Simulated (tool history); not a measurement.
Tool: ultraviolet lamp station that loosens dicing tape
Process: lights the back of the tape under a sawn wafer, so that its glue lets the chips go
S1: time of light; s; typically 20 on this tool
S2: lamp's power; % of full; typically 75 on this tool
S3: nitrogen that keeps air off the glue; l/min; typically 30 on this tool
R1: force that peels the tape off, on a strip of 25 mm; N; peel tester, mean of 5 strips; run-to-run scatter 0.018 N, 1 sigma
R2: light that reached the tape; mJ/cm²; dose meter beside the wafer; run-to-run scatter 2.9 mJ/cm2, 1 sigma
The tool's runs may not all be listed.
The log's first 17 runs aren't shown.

{"run": 18, "hour": 321.5, "S1": 20, "S2": 75, "S3": 30, "R1": 0.848, "R2": 415}
{"run": 19, "hour": 336.4, "S1": 20, "S2": 75, "S3": 30, "R1": 0.838, "R2": 408}
{"run": 20, "hour": 348.9, "S1": 17, "S2": 81, "S3": 19, "R1": 1.497, "R2": 381}
{"run": 21, "hour": 365.3, "S1": 17, "S2": 83, "S3": 10, "R1": 2.217, "R2": 382}
{"run": 22, "hour": 390.6, "S1": 13, "S2": 62, "S3": 30, "R1": 2.347, "R2": 221}
{"run": 23, "hour": 414.5, "S1": 16, "S2": 67, "S3": 30, "R1": 1.595, "R2": 291}
{"run": 24, "hour": 434.1, "S1": 20, "S2": 65, "S3": 30, "R1": 1.072, "R2": 356}
{"run": 25, "hour": 457.9, "S1": 20, "S2": 65, "S3": 30, "R1": 1.079, "R2": 357}
{"run": 26, "hour": 481.6, "S1": 23, "S2": 75, "S3": 13, "R1": 1.302, "R2": 476}
{"run": 27, "hour": 505.5, "S1": 23, "S2": 75, "S3": 13, "R1": 1.311, "R2": 468}
{"run": 28, "hour": 520.7, "S1": 36, "S2": 72, "S3": 45, "R1": 0.28, "R2": 720}
{"run": 29, "hour": 538.1, "S1": 17, "S2": 90, "S3": 11, "R1": 1.868, "R2": 421}
{"run": 30, "hour": 553.6, "S1": 28, "S2": 71, "S3": 15, "R1": 0.875, "R2": 544}
{"run": 31, "hour": 573.6, "S1": 21, "S2": 96, "S3": 30, "R1": 0.469, "R2": 556}
{"hour": 583.3, "done": "window cleaned of glue's vapour"}
{"run": 32, "hour": 601.8, "S1": 23, "S2": 95, "S3": 20, "R1": 0.569, "R2": 598}
{"run": 33, "hour": 626.3, "S1": 27, "S2": 75, "S3": 27, "R1": 0.513, "R2": 556}

Consider 3 possible next runs. They are alternatives, not a sequence: every one starts from the tool as it was left by run 33. What does each give?
{"run": "A", "hour": 640.9, "S1": 13, "S2": 69, "S3": 54, "R1": "?", "R2": "?"}
{"run": "B", "hour": 640.9, "S1": 29, "S2": 65, "S3": 30, "R1": "?", "R2": "?"}
{"run": "C", "hour": 640.9, "S1": 27, "S2": 98, "S3": 27, "R1": "?", "R2": "?"}

run=A R1=1.410 R2=246
run=B R1=0.546 R2=515
run=C R1=0.335 R2=727
Had the tool no hidden state, the same runs would have come out as:
run=A R1=1.408 R2=247
run=B R1=0.545 R2=515
run=C R1=0.334 R2=728
